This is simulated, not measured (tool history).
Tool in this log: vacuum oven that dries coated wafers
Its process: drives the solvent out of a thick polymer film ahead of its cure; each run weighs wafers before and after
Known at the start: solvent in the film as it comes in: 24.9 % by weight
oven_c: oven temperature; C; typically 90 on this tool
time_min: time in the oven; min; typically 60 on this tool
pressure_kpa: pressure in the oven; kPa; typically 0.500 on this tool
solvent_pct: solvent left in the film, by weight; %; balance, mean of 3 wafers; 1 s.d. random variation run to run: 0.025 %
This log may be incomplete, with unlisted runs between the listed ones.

Run 1, hour 0.0: usual settings. Result: solvent_pct 1.73 %.
Run 2, hour 11.0: usual settings. Result: solvent_pct 1.73 %.
Run 3, hour 26.8: usual settings. Result: solvent_pct 1.75 %.
Run 4, hour 45.0: usual settings but pressure_kpa 0.428 kPa. Result: solvent_pct 1.69 %.
Run 5, hour 54.7: usual settings but pressure_kpa 1.281 kPa. Result: solvent_pct 2.15 %.
Run 6, hour 73.1: usual settings but oven_c 83 C, pressure_kpa 1.281 kPa. Result: solvent_pct 4.34 %.
Run 7, hour 86.7: usual settings but oven_c 78 C, time_min 57 min, pressure_kpa 0.470 kPa. Result: solvent_pct 6.26 %.
Run 8, hour 97.3: usual settings but oven_c 84 C, time_min 98 min, pressure_kpa 1.879 kPa. Result: solvent_pct 2.35 %.
Run 9, hour 105.1: usual settings but oven_c 88 C, time_min 83 min, pressure_kpa 0.511 kPa. Result: solvent_pct 1.23 %.
Run 10, hour 118.8: usual settings but oven_c 86 C, time_min 83 min, pressure_kpa 0.511 kPa. Result: solvent_pct 1.67 %.

Not shown: 1 entry that the log had between the listed runs. Between which runs, and how does the tool's hidden state differ before and after?
Between runs 7 and 8: oven's thermocouples calibrated (hour 90.0)
  true wafer temperature over the reading, C: -1.29 -> -2.07; true pressure over the reading, kPa: 0.063 -> 0.064
  difference, measured minus the result without the unlogged condition, solvent_pct: +0.61 -> +0.47 %
